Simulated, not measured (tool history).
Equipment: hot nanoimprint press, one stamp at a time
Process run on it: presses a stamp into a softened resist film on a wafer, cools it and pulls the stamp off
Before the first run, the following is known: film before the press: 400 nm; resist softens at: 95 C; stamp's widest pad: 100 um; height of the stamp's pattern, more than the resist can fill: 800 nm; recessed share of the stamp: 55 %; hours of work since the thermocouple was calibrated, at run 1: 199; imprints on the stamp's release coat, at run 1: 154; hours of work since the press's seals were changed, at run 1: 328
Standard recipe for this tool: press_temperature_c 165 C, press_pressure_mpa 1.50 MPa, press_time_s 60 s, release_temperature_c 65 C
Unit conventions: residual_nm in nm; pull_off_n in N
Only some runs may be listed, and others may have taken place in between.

| run | hour | press_temperature_c | press_pressure_mpa | press_time_s | release_temperature_c | hours of work since the thermocouple was calibrated | imprints on the stamp's release coat | hours of work since the press's seals were changed | residual_nm | pull_off_n |
|---|---|---|---|---|---|---|---|---|---|---|
| 1 | 0.0 | 165 | 1.50 | 60 | 65 | 199 | 154 | 328 | 165.5 | 114.9 |
| 2 | 16.7 | 165 | 1.50 | 60 | 65 | 209 | 194 | 339 | 162.8 | 117.0 |
| 3 | 34.5 | 165 | 1.13 | 60 | 65 | 220 | 237 | 350 | 183.9 | 116.1 |
| 4 | 48.6 | 165 | 1.13 | 60 | 65 | 229 | 271 | 358 | 186.3 | 115.4 |
| 5 | 59.5 | 165 | 1.13 | 60 | 69 | 235 | 298 | 365 | 187.5 | 106.9 |
| 6 | 72.5 | 157 | 1.50 | 60 | 65 | 243 | 329 | 373 | 229.3 | 117.5 |
| 7 | 91.7 | 157 | 1.50 | 60 | 65 | 255 | 376 | 385 | 233.7 | 115.9 |
| 8 | 107.2 | 165 | 1.50 | 60 | 65 | 265 | 413 | 394 | 163.2 | 119.3 |
| 9 | 127.0 | 165 | 1.50 | 60 | 65 | 277 | 461 | 407 | 165.5 | 117.8 |
| 10 | 144.9 | 165 | 1.50 | 51 | 65 | 288 | 504 | 418 | 176.7 | 118.1 |
| 11 | 154.6 | 165 | 1.50 | 51 | 65 | 294 | 528 | 424 | 176.8 | 120.7 |
| 12 | 168.7 | 165 | 1.50 | 73 | 65 | 303 | 562 | 432 | 153.9 | 120.5 |
|  | 174.2 | plate thermocouple calibrated |
|  | 184.5 | stamp cleaned and given a new release coat |
| 13 | 199.5 | 165 | 1.50 | 73 | 65 | 12 | 36 | 446 | 157.1 | 114.9 |
| 14 | 214.5 | 165 | 1.50 | 73 | 65 | 21 | 73 | 455 | 158.5 | 116.2 |
| 15 | 228.7 | 165 | 1.50 | 73 | 65 | 30 | 107 | 464 | 158.4 | 116.6 |
| 16 | 241.7 | 174 | 1.50 | 43 | 65 | 38 | 138 | 472 | 132.0 | 116.0 |
| 17 | 256.5 | 174 | 1.50 | 43 | 65 | 47 | 174 | 481 | 131.4 | 118.5 |
|  | 267.6 | plate thermocouple calibrated, once more |
| 18 | 270.1 | 160 | 1.14 | 58 | 52 | 2 | 200 | 487 | 225.3 | 147.1 |
| 19 | 279.6 | 165 | 1.50 | 112 | 55 | 7 | 223 | 493 | 124.2 | 139.3 |
| 20 | 301.1 | 165 | 1.50 | 44 | 59 | 21 | 275 | 506 | 182.1 | 129.6 |
| 21 | 315.8 | 169 | 1.95 | 57 | 71 | 30 | 310 | 515 | 118.8 | 101.0 |
| 22 | 327.6 | 169 | 1.95 | 57 | 71 | 37 | 339 | 523 | 121.7 | 99.9 |
| 23 | 341.1 | 158 | 1.95 | 67 | 71 | 45 | 372 | 531 | 188.8 | 100.1 |
| 24 | 354.5 | 158 | 1.95 | 67 | 71 | 53 | 404 | 539 | 189.1 | 101.2 |
| 25 | 374.3 | 170 | 1.45 | 37 | 65 | 66 | 452 | 551 | 160.3 | 115.9 |
| 26 | 394.4 | 170 | 1.45 | 37 | 65 | 78 | 500 | 564 | 160.8 | 117.5 |
| 27 | 414.0 | 170 | 1.45 | 37 | 65 | 90 | 548 | 576 | 159.2 | 117.5 |
| 28 | 423.8 | 170 | 1.45 | 37 | 65 | 96 | 571 | 582 | 159.5 | 119.3 |
|  | 433.0 | stamp cleaned and given a new release coat |
| 29 | 449.0 | 165 | 1.82 | 66 | 65 | 108 | 39 | 594 | 144.3 | 113.6 |
| 30 | 468.0 | 177 | 1.27 | 52 | 69 | 120 | 85 | 605 | 111.8 | 103.8 |

Results per run with the tool's hidden condition removed, run-to-run variation unchanged:
The hidden state here: true temperature over the reading, C; pressure that arrives at the usual setting, %; grip of the stamp's worn release coat, % over a new coat's; drift of the gauge itself on residual_nm, %; drift of the gauge itself on pull_off_n, %.
| run | residual_nm | pull_off_n |
|---|---|---|
| 1 | 158.8 | 111.7 |
| 2 | 155.9 | 113.3 |
| 3 | 176.9 | 111.8 |
| 4 | 178.8 | 110.8 |
| 5 | 179.8 | 102.2 |
| 6 | 219.5 | 112.1 |
| 7 | 223.2 | 110.0 |
| 8 | 154.7 | 112.7 |
| 9 | 156.5 | 110.7 |
| 10 | 167.0 | 110.5 |
| 11 | 167.0 | 112.7 |
| 12 | 144.7 | 112.0 |
| 13 | 144.2 | 111.1 |
| 14 | 145.3 | 111.8 |
| 15 | 144.9 | 111.8 |
| 16 | 121.0 | 110.8 |
| 17 | 120.2 | 112.8 |
| 18 | 221.1 | 144.0 |
| 19 | 120.5 | 136.0 |
| 20 | 176.8 | 125.8 |
| 21 | 113.9 | 97.6 |
| 22 | 116.6 | 96.2 |
| 23 | 181.2 | 96.0 |
| 24 | 181.2 | 96.8 |
| 25 | 154.5 | 110.3 |
| 26 | 154.6 | 111.2 |
| 27 | 152.7 | 110.6 |
| 28 | 152.8 | 112.0 |
| 29 | 136.7 | 112.1 |
| 30 | 106.9 | 101.7 |
